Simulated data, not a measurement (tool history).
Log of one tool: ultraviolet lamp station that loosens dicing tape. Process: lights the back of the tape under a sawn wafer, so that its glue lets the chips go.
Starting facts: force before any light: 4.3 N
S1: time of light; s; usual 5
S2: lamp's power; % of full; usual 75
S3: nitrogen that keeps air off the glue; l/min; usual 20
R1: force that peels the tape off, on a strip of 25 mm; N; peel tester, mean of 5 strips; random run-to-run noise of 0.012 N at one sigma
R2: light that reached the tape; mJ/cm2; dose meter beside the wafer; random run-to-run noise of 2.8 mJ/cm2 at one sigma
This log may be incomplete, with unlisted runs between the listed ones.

Run 1, hour 0: usual settings. Result: R1 0.562 N, R2 388 mJ/cm2.
Run 2, hour 39.8: usual settings but S2 83 % of full. Result: R1 0.462 N, R2 433 mJ/cm2.
Run 3, hour 90.9: usual settings but S2 83 % of full. Result: R1 0.468 N, R2 433 mJ/cm2.
Run 4, hour 164.6: usual settings. Result: R1 0.564 N, R2 396 mJ/cm2.
Run 5, hour 231.3: usual settings. Result: R1 0.546 N, R2 392 mJ/cm2.
Run 6, hour 279.1: usual settings. Result: R1 0.545 N, R2 397 mJ/cm2.
Run 7, hour 319.4: usual settings. Result: R1 0.56 N, R2 395 mJ/cm2.
Run 8, hour 356.6: usual settings. Result: R1 0.563 N, R2 392 mJ/cm2.
Run 9, hour 395.6: usual settings. Result: R1 0.539 N, R2 392 mJ/cm2.
Run 10, hour 456.6: usual settings. Result: R1 0.532 N, R2 392 mJ/cm2.
Run 11, hour 533.5: usual settings but S1 9 s, S2 66 % of full, S3 19 l/min. Result: R1 0.291 N, R2 613 mJ/cm2.
Run 12, hour 623: usual settings but S1 9 s. Result: R1 0.243 N, R2 697 mJ/cm2.
Run 13, hour 704.3: usual settings but S2 78 % of full. Result: R1 0.525 N, R2 408 mJ/cm2.
Run 14, hour 778.4: usual settings but S2 78 % of full. Result: R1 0.49 N, R2 405 mJ/cm2.
Run 15, hour 832: usual settings but S2 69 % of full, S3 21 l/min. Result: R1 0.602 N, R2 357 mJ/cm2.
Run 16, hour 898.3: usual settings but S1 3 s, S2 100 % of full, S3 14 l/min. Result: R1 0.947 N, R2 314 mJ/cm2.
Run 17, hour 960.8: usual settings but S1 2 s, S2 100 % of full, S3 34 l/min. Result: R1 1.041 N, R2 210 mJ/cm2.
Run 18, hour 1025.7: usual settings but S1 10 s, S3 17 l/min. Result: R1 0.24 N, R2 782 mJ/cm2.
Run 19, hour 1088.9: usual settings but S1 10 s, S3 9 l/min. Result: R1 0.302 N, R2 785 mJ/cm2.
Run 20, hour 1142.4: usual settings but S3 9 l/min. Result: R1 0.87 N, R2 394 mJ/cm2.

Missing from the log above: 2 entries noted between runs. For each, name the pair of listed runs it sits between and say how the tool's hidden condition differs from the listed run just before to the listed run just after:
From run 4 to run 5: lamp changed (hour 188.3)
  lamp's light, % of a new lamp's: 99.7 -> 100
From run 13 to run 14: window cleaned of glue's vapour (hour 747.9)
  lamp's light, % of a new lamp's: 100 -> 99.9; light that the window lets through, % of a clean one's: 99.9 -> 100
